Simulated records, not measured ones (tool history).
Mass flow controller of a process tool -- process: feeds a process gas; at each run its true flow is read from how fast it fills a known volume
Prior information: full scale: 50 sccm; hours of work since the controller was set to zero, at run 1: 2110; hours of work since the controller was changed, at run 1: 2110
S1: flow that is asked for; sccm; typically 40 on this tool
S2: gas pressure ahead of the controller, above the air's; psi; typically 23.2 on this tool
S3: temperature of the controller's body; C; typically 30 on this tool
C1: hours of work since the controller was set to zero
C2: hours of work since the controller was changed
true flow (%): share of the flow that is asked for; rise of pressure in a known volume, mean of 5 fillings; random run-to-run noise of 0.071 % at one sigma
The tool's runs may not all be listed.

run 1 hour=0 | S1=40 S2=23.2 S3=30 | C1=2110 C2=2110 | true_flow_(%)=99.13
run 2 hour=50 | S1=40 S2=23.2 S3=30 | C1=2136 C2=2136 | true_flow_(%)=99.14
run 3 hour=143.3 | S1=40 S2=23.2 S3=30 | C1=2185 C2=2185 | true_flow_(%)=98.98
run 4 hour=252 | S1=40 S2=22.6 S3=30 | C1=2242 C2=2242 | true_flow_(%)=98.93
run 5 hour=339.2 | S1=40 S2=23.2 S3=30 | C1=2287 C2=2287 | true_flow_(%)=99.11
run 6 hour=448 | S1=49 S2=23.2 S3=30 | C1=2344 C2=2344 | true_flow_(%)=99.1
run 7 hour=515.8 | S1=49 S2=23.2 S3=30 | C1=2379 C2=2379 | true_flow_(%)=99.24
run 8 hour=596.6 | S1=49 S2=23.2 S3=30 | C1=2422 C2=2422 | true_flow_(%)=99.07
run 9 hour=678.7 | S1=49 S2=23.2 S3=24 | C1=2465 C2=2465 | true_flow_(%)=99.86
run 10 hour=747.6 | S1=49 S2=23.2 S3=24 | C1=2501 C2=2501 | true_flow_(%)=99.66
run 11 hour=830.7 | S1=49 S2=23.2 S3=24 | C1=2544 C2=2544 | true_flow_(%)=99.81
-- hour=841.6 controller's zero set anew
run 12 hour=939.1 | S1=49 S2=23.2 S3=24 | C1=51 C2=2600 | true_flow_(%)=99.7
run 13 hour=985.2 | S1=49 S2=23.2 S3=24 | C1=75 C2=2625 | true_flow_(%)=99.51
-- hour=1055.4 controller's zero set anew, once more
run 14 hour=1078.8 | S1=49 S2=23.2 S3=24 | C1=12 C2=2673 | true_flow_(%)=100.08
run 15 hour=1149.6 | S1=49 S2=32.3 S3=24 | C1=49 C2=2710 | true_flow_(%)=99.61
run 16 hour=1251.1 | S1=49 S2=32.3 S3=24 | C1=102 C2=2763 | true_flow_(%)=99.63
run 17 hour=1327.4 | S1=49 S2=32.3 S3=24 | C1=142 C2=2803 | true_flow_(%)=99.57
run 18 hour=1433.1 | S1=40 S2=23.2 S3=30 | C1=197 C2=2858 | true_flow_(%)=99.53
run 19 hour=1529.1 | S1=40 S2=23.2 S3=30 | C1=248 C2=2909 | true_flow_(%)=99.42
run 20 hour=1592.2 | S1=40 S2=23.2 S3=30 | C1=281 C2=2942 | true_flow_(%)=99.38
run 21 hour=1706.3 | S1=5 S2=39.3 S3=22 | C1=340 C2=3001 | true_flow_(%)=98.63
run 22 hour=1786.6 | S1=23 S2=40.5 S3=39 | C1=382 C2=3043 | true_flow_(%)=97.37
run 23 hour=1846.8 | S1=7 S2=23.2 S3=30 | C1=414 C2=3075 | true_flow_(%)=98.55
run 24 hour=1935.3 | S1=7 S2=23.2 S3=30 | C1=460 C2=3121 | true_flow_(%)=98.78
run 25 hour=2001.1 | S1=7 S2=23.2 S3=36 | C1=494 C2=3155 | true_flow_(%)=98.21
run 26 hour=2060.9 | S1=5 S2=36.1 S3=30 | C1=526 C2=3186 | true_flow_(%)=97.73
run 27 hour=2165.6 | S1=38 S2=23.2 S3=30 | C1=580 C2=3241 | true_flow_(%)=99.25
run 28 hour=2260.7 | S1=20 S2=21.2 S3=21 | C1=630 C2=3291 | true_flow_(%)=99.91
run 29 hour=2312.7 | S1=46 S2=23.2 S3=34 | C1=657 C2=3318 | true_flow_(%)=98.99
run 30 hour=2412.3 | S1=46 S2=23.2 S3=34 | C1=709 C2=3370 | true_flow_(%)=99.08
run 31 hour=2518.8 | S1=8 S2=31.3 S3=30 | C1=765 C2=3426 | true_flow_(%)=98.07
run 32 hour=2633.9 | S1=14 S2=20.5 S3=27 | C1=825 C2=3486 | true_flow_(%)=99.15
run 33 hour=2681.2 | S1=24 S2=23.2 S3=40 | C1=850 C2=3511 | true_flow_(%)=98.08
run 34 hour=2776.7 | S1=40 S2=39.9 S3=35 | C1=900 C2=3561 | true_flow_(%)=98.03
run 35 hour=2878.2 | S1=40 S2=39.9 S3=35 | C1=953 C2=3614 | true_flow_(%)=98.02
run 36 hour=2930.2 | S1=9 S2=23.1 S3=25 | C1=980 C2=3641 | true_flow_(%)=98.84
run 37 hour=3020 | S1=9 S2=23.1 S3=38 | C1=1027 C2=3688 | true_flow_(%)=97.41
run 38 hour=3114.3 | S1=9 S2=23.1 S3=38 | C1=1076 C2=3737 | true_flow_(%)=97.42
run 39 hour=3174.7 | S1=18 S2=32.1 S3=40 | C1=1108 C2=3769 | true_flow_(%)=97.47
run 40 hour=3251.1 | S1=21 S2=32.1 S3=23 | C1=1148 C2=3809 | true_flow_(%)=99.18

For some of the steps in true flow (%) from one run to the next: how much would appear even if the tool had no hidden state, given the settings, what came in and random variation, and how much remains for the hidden state plus any gauge scatter that the measured result and the result without hidden state don't share?
Hidden state at play: flow at rest that the sensor doesn't see, % of full scale; true flow over the shown one, %; drift of the gauge itself on true_pct, %.
Run 26 -> 27: S1 5 -> 38, S2 36.1 -> 23.2. true flow (%) +1.52: hidden state +0.66, all else +0.86.
Run 30 -> 31: S1 46 -> 8, S2 23.2 -> 31.3, S3 34 -> 30. true flow (%) -1.01: hidden state -0.57, all else -0.44.
Run 35 -> 36: S1 40 -> 9, S2 39.9 -> 23.1, S3 35 -> 25. true flow (%) +0.82: hidden state -0.6, all else +1.42.
Run 36 -> 37: S3 25 -> 38. true flow (%) -1.43: hidden state -0.05, all else -1.38.
Run 39 -> 40: S1 18 -> 21, S3 40 -> 23. true flow (%) +1.71: hidden state +0.06, all else +1.65.
